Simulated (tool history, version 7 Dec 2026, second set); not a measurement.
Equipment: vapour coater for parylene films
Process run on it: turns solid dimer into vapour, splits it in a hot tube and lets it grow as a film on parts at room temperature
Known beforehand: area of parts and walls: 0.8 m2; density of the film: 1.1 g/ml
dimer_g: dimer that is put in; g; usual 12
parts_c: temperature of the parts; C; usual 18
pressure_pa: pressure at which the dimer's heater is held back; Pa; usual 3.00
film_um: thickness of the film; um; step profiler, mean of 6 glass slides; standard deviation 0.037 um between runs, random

| run | hour | dimer_g | parts_c | pressure_pa | film_um |
|---|---|---|---|---|---|
| 1 | 0.0 | 12 | 18 | 3.00 | 8.86 |
| 2 | 8.7 | 12 | 18 | 3.00 | 8.82 |
| 3 | 22.3 | 12 | 18 | 3.00 | 8.80 |
| 4 | 40.6 | 12 | 18 | 3.00 | 8.83 |
| 5 | 53.7 | 12 | 18 | 3.00 | 8.87 |
| 6 | 71.5 | 12 | 14 | 3.00 | 9.47 |
| 7 | 85.3 | 12 | 14 | 3.00 | 9.47 |
| 8 | 103.9 | 12 | 14 | 3.00 | 9.47 |
| 9 | 116.9 | 12 | 14 | 3.00 | 9.49 |
| 10 | 127.5 | 12 | 14 | 3.00 | 9.45 |
| 11 | 145.2 | 12 | 18 | 10.83 | 6.59 |
| 12 | 160.3 | 6 | 18 | 10.83 | 3.31 |
| 13 | 171.1 | 12 | 11 | 4.53 | 9.15 |
| 14 | 181.3 | 12 | 11 | 4.53 | 9.15 |
| 15 | 195.4 | 12 | 11 | 4.53 | 9.19 |

Each row is a separate what-if for the run after 15, all from the same tool condition, not one after another. Results?
| A | 209.0 | 11 | 22 | 8.61 | ? |
| B | 209.0 | 12 | 27 | 2.94 | ? |
| C | 209.0 | 12 | 11 | 5.31 | ? |
| D | 209.0 | 5 | 10 | 5.26 | ? |

| run | film_um |
|---|---|
| A | 5.94 |
| B | 7.51 |
| C | 8.78 |
| D | 3.77 |
Without the tool's unlogged condition, the same runs would have read:
| run | film_um |
|---|---|
| A | 5.94 |
| B | 7.52 |
| C | 8.79 |
| D | 3.77 |
